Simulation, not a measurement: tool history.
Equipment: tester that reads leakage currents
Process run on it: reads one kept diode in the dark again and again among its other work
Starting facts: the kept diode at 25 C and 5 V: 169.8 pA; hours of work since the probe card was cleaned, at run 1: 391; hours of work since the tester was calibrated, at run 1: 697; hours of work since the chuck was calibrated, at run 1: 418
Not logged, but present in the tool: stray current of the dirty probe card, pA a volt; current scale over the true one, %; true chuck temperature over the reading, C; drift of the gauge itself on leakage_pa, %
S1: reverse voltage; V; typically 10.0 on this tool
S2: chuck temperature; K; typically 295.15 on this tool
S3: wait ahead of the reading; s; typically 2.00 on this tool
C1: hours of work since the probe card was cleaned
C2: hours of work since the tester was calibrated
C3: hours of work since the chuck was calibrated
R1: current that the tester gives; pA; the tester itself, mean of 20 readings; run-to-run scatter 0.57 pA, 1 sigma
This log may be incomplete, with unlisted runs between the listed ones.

Run 1, hour 0.0: usual settings; C1 391; C2 697; C3 418. Result: R1 178.87 pA.
Run 2, hour 40.1: usual settings but S3 0.58 s; C1 408; C2 714; C3 435. Result: R1 182.99 pA.
Run 3, hour 79.7: usual settings but S3 0.58 s; C1 425; C2 731; C3 452. Result: R1 182.19 pA.
Run 4, hour 124.3: usual settings but S3 0.58 s; C1 444; C2 750; C3 471. Result: R1 181.75 pA.
Run 5, hour 162.2: usual settings but S3 0.58 s; C1 461; C2 767; C3 488. Result: R1 182.39 pA.
Run 6, hour 195.9: usual settings but S3 0.58 s; C1 475; C2 781; C3 502. Result: R1 181.60 pA.
Run 7, hour 242.2: usual settings but S3 0.58 s; C1 495; C2 801; C3 522. Result: R1 180.99 pA.
Run 8, hour 283.4: usual settings; C1 513; C2 819; C3 540. Result: R1 177.51 pA.
Run 9, hour 312.6: usual settings; C1 525; C2 832; C3 552. Result: R1 176.70 pA.
Run 10, hour 337.1: usual settings; C1 536; C2 842; C3 563. Result: R1 176.07 pA.
Run 11, hour 384.3: usual settings but S2 300.15 K; C1 556; C2 862; C3 583. Result: R1 269.23 pA.
Run 12, hour 418.2: usual settings but S2 300.15 K; C1 571; C2 877; C3 598. Result: R1 270.67 pA.
Run 13, hour 447.7: usual settings but S2 296.15 K; C1 584; C2 890; C3 610. Result: R1 190.98 pA.
Run 14, hour 494.2: usual settings but S2 327.15 K; C1 604; C2 910; C3 630. Result: R1 2325.83 pA.
Run 15, hour 546.2: usual settings but S1 1.1 V, S2 316.15 K; C1 626; C2 932; C3 653. Result: R1 305.62 pA.
Run 16, hour 571.6: usual settings but S1 1.7 V, S2 300.15 K, S3 8.76 s; C1 637; C2 943; C3 664. Result: R1 101.38 pA.
Run 17, hour 615.5: usual settings but S1 2.1 V, S3 5.28 s; C1 656; C2 962; C3 683. Result: R1 73.11 pA.
Run 18, hour 657.0: usual settings but S1 4.8 V, S2 305.15 K, S3 5.28 s; C1 674; C2 980; C3 701. Result: R1 270.87 pA.
Run 19, hour 694.5: usual settings but S1 5.9 V, S2 298.15 K, S3 2.39 s; C1 690; C2 996; C3 717. Result: R1 167.39 pA.
Run 20, hour 729.2: usual settings but S1 5.9 V, S2 298.15 K, S3 2.39 s; C1 705; C2 1011; C3 732. Result: R1 166.50 pA.
Run 21, hour 758.3: usual settings but S1 5.9 V, S2 298.15 K, S3 2.39 s; C1 717; C2 1023; C3 744. Result: R1 166.77 pA.
Run 22, hour 807.5: usual settings but S1 5.9 V, S2 298.15 K, S3 2.39 s; C1 738; C2 1044; C3 765. Result: R1 166.38 pA.
At hour 829.3: chuck's temperature calibrated.
Run 23, hour 834.7: usual settings but S1 10.6 V, S2 294.15 K, S3 2.39 s; C1 749; C2 1055; C3 2. Result: R1 189.42 pA.
Run 24, hour 878.2: usual settings but S1 10.6 V, S2 294.15 K, S3 2.39 s; C1 768; C2 1074; C3 21. Result: R1 188.73 pA.
Run 25, hour 916.4: usual settings but S1 10.6 V, S2 294.15 K, S3 2.39 s; C1 784; C2 1091; C3 38. Result: R1 188.00 pA.
Run 26, hour 940.2: usual settings but S1 9.2 V, S2 301.15 K; C1 795; C2 1101; C3 48. Result: R1 315.67 pA.
Run 27, hour 982.9: usual settings but S1 9.2 V, S2 301.15 K; C1 813; C2 1119; C3 66. Result: R1 315.21 pA.

Branching from run 27: 3 alternative next runs. What would each branch give?
Run A, hour 1012.2: usual settings but S1 4.1 V, S2 301.15 K; C1 826; C2 1132; C3 79. Result: R1 ?.
Run B, hour 1012.2: usual settings but S3 1.07 s; C1 826; C2 1132; C3 79. Result: R1 ?.
Run C, hour 1012.2: usual settings but S2 305.15 K, S3 6.55 s; C1 826; C2 1132; C3 79. Result: R1 ?.

run      R1
  A  201.36
  B  199.48
  C  457.78
Stripped of hidden state, with their random variation kept, the same runs would have yielded:
run      R1
  A  199.28
  B  192.04
  C  452.39
